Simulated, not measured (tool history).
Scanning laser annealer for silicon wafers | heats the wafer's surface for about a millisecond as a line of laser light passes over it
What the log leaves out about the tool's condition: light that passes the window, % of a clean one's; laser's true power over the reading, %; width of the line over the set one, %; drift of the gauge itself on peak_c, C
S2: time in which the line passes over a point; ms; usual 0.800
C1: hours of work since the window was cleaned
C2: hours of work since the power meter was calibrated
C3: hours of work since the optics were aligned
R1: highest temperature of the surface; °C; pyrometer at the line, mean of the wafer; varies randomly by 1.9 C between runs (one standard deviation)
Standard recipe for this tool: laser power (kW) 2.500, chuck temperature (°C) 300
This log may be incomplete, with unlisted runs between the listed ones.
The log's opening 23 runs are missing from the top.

Run 24, hour 821.6: usual settings but S2 0.892 ms, chuck temperature (°C) 298; C1 446; C2 2083; C3 608. Result: R1 1081 °C.
Run 25, hour 869.2: usual settings but S2 0.892 ms, chuck temperature (°C) 298; C1 481; C2 2119; C3 643. Result: R1 1076 °C.
Run 26, hour 909.6: usual settings but S2 0.892 ms, chuck temperature (°C) 298; C1 511; C2 2149; C3 673. Result: R1 1074 °C.
Run 27, hour 941.0: usual settings but S2 0.583 ms, chuck temperature (°C) 292; C1 535; C2 2172; C3 696. Result: R1 935 °C.
Run 28, hour 967.2: usual settings but S2 0.583 ms, chuck temperature (°C) 292; C1 554; C2 2191; C3 716. Result: R1 935 °C.
Run 29, hour 1009.5: usual settings but laser power (kW) 2.321, S2 0.982 ms, chuck temperature (°C) 303; C1 585; C2 2223; C3 747. Result: R1 1036 °C.
At hour 1041.2: optics aligned, line set to its width.
Run 30, hour 1052.4: usual settings but chuck temperature (°C) 263; C1 613; C2 2251; C3 8. Result: R1 1007 °C.
Run 31, hour 1091.4: usual settings but chuck temperature (°C) 263; C1 642; C2 2280; C3 37. Result: R1 1003 °C.
At hour 1123.7: window over the wafer cleaned.
Run 32, hour 1128.2: usual settings but laser power (kW) 2.594, S2 0.893 ms, chuck temperature (°C) 325; C1 3; C2 2305; C3 63. Result: R1 1187 °C.
Run 33, hour 1175.1: usual settings but laser power (kW) 2.594, S2 0.893 ms, chuck temperature (°C) 325; C1 38; C2 2340; C3 98. Result: R1 1188 °C.
Run 34, hour 1203.5: usual settings but laser power (kW) 2.594, S2 0.893 ms, chuck temperature (°C) 325; C1 59; C2 2361; C3 119. Result: R1 1184 °C.
Run 35, hour 1236.1: usual settings but laser power (kW) 2.594, S2 0.961 ms, chuck temperature (°C) 289; C1 83; C2 2385; C3 143. Result: R1 1173 °C.
Run 36, hour 1275.2: usual settings but laser power (kW) 2.594, S2 0.961 ms, chuck temperature (°C) 289; C1 112; C2 2414; C3 172. Result: R1 1170 °C.
Run 37, hour 1305.8: usual settings but laser power (kW) 2.349, S2 0.941 ms, chuck temperature (°C) 309; C1 135; C2 2437; C3 195. Result: R1 1084 °C.
Run 38, hour 1336.8: usual settings but laser power (kW) 2.208, S2 0.941 ms, chuck temperature (°C) 312; C1 158; C2 2460; C3 218. Result: R1 1029 °C.
Run 39, hour 1368.4: usual settings but laser power (kW) 2.323, S2 0.878 ms, chuck temperature (°C) 299; C1 181; C2 2483; C3 241. Result: R1 1037 °C.
Run 40, hour 1417.4: usual settings but laser power (kW) 2.730, S2 0.867 ms; C1 218; C2 2520; C3 277. Result: R1 1183 °C.
Run 41, hour 1447.5: usual settings but laser power (kW) 2.730, S2 0.867 ms; C1 240; C2 2542; C3 300. Result: R1 1178 °C.
Run 42, hour 1482.6: usual settings but laser power (kW) 2.438, chuck temperature (°C) 312; C1 266; C2 2568; C3 326. Result: R1 1051 °C.

Each row is a separate what-if for the run after 42, all from the same tool condition, not one after another. Results?
Run A, hour 1506.7: usual settings but S2 0.610 ms; C1 284; C2 2586; C3 344. Result: R1 ?.
Run B, hour 1506.7: usual settings but chuck temperature (°C) 297; C1 284; C2 2586; C3 344. Result: R1 ?.
Run C, hour 1506.7: usual settings but laser power (kW) 2.656, S2 0.767 ms, chuck temperature (°C) 283; C1 284; C2 2586; C3 344. Result: R1 ?.

run    R1
  A   978
  B  1059
  C  1086
Had the tool no hidden state, the same runs would have come out as:
run    R1
  A  1013
  B  1098
  C  1127
